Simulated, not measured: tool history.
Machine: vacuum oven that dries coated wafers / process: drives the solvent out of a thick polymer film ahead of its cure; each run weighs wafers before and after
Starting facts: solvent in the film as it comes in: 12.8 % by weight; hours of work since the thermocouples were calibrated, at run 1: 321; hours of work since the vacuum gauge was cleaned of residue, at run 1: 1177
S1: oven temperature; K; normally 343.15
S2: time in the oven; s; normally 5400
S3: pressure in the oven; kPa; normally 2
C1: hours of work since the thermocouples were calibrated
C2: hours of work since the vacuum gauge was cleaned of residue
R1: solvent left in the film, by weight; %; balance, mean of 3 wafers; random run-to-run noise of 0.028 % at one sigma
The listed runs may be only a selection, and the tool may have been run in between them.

run 1 hour=0 | S1=343.15 S2=5400 S3=2 | C1=321 C2=1177 | R1=2.51
run 2 hour=78.5 | S1=355.15 S2=5400 S3=2 | C1=366 C2=1221 | R1=0.75
run 3 hour=139.7 | S1=355.15 S2=5400 S3=2 | C1=400 C2=1256 | R1=0.72
run 4 hour=195.6 | S1=343.15 S2=5400 S3=2 | C1=432 C2=1288 | R1=2.59
run 5 hour=248.2 | S1=343.15 S2=5400 S3=2 | C1=462 C2=1317 | R1=2.57
run 6 hour=323.7 | S1=343.15 S2=5400 S3=2 | C1=505 C2=1360 | R1=2.62
run 7 hour=389.9 | S1=343.15 S2=5400 S3=2 | C1=542 C2=1398 | R1=2.61
run 8 hour=434.7 | S1=343.15 S2=5400 S3=2 | C1=568 C2=1423 | R1=2.52
run 9 hour=505 | S1=343.15 S2=5400 S3=2 | C1=608 C2=1463 | R1=2.56
run 10 hour=543.7 | S1=343.15 S2=5400 S3=2 | C1=629 C2=1485 | R1=2.56
run 11 hour=619 | S1=343.15 S2=5400 S3=2 | C1=672 C2=1528 | R1=2.63
-- hour=627.1 vacuum gauge cleaned of residue and calibrated
run 12 hour=664.4 | S1=343.15 S2=5400 S3=6.56 | C1=697 C2=21 | R1=4.18
run 13 hour=710.6 | S1=343.15 S2=5400 S3=6.56 | C1=723 C2=47 | R1=4.09
-- hour=743.8 oven's thermocouples calibrated
run 14 hour=759.8 | S1=343.15 S2=5400 S3=6.56 | C1=9 C2=74 | R1=4.07
run 15 hour=808.4 | S1=342.15 S2=5400 S3=2 | C1=37 C2=102 | R1=2.82
run 16 hour=877.7 | S1=342.15 S2=5400 S3=2 | C1=76 C2=141 | R1=2.83
run 17 hour=920.2 | S1=342.15 S2=5400 S3=2 | C1=100 C2=165 | R1=2.81
run 18 hour=981.7 | S1=328.15 S2=5400 S3=1.93 | C1=135 C2=200 | R1=6.56
run 19 hour=1047.5 | S1=343.15 S2=5400 S3=1.22 | C1=172 C2=237 | R1=2.29
run 20 hour=1120 | S1=343.15 S2=4560 S3=2.49 | C1=213 C2=279 | R1=3.3
run 21 hour=1183.5 | S1=343.15 S2=4560 S3=2.49 | C1=249 C2=315 | R1=3.26
run 22 hour=1243.5 | S1=350.15 S2=3000 S3=4.42 | C1=284 C2=349 | R1=3.45
run 23 hour=1278.5 | S1=350.15 S2=3000 S3=4.42 | C1=303 C2=368 | R1=3.4
run 24 hour=1325.5 | S1=334.15 S2=3000 S3=7.07 | C1=330 C2=395 | R1=8.36
run 25 hour=1400 | S1=333.15 S2=4260 S3=7.57 | C1=372 C2=437 | R1=8.03
run 26 hour=1446.7 | S1=333.15 S2=4260 S3=7.57 | C1=399 C2=464 | R1=8.04
run 27 hour=1497.4 | S1=355.15 S2=4080 S3=6.73 | C1=428 C2=493 | R1=2.21
run 28 hour=1560.3 | S1=356.15 S2=4440 S3=2 | C1=463 C2=528 | R1=0.86
run 29 hour=1634.8 | S1=356.15 S2=4440 S3=2 | C1=506 C2=571 | R1=0.86
run 30 hour=1691.7 | S1=329.15 S2=5400 S3=2 | C1=538 C2=603 | R1=6.25
run 31 hour=1728.3 | S1=348.15 S2=6840 S3=1.02 | C1=559 C2=624 | R1=0.85
run 32 hour=1786.1 | S1=348.15 S2=6840 S3=1.02 | C1=591 C2=656 | R1=0.85
run 33 hour=1851.4 | S1=347.15 S2=9420 S3=2.56 | C1=628 C2=694 | R1=1.11
run 34 hour=1888.7 | S1=347.15 S2=9420 S3=2.56 | C1=650 C2=715 | R1=1.07

For each entry between runs, how does the tool's hidden state at the last listed run before it compare with that at the first listed run after it?
In the gap between runs 11 and 12: vacuum gauge cleaned of residue and calibrated (hour 627.1)
  true wafer temperature over the reading, C: -0.07 -> -0.08; true pressure over the reading, kPa: 0.008 -> 0
In the gap between runs 13 and 14: oven's thermocouples calibrated (hour 743.8)
  true wafer temperature over the reading, C: -0.08 -> 0
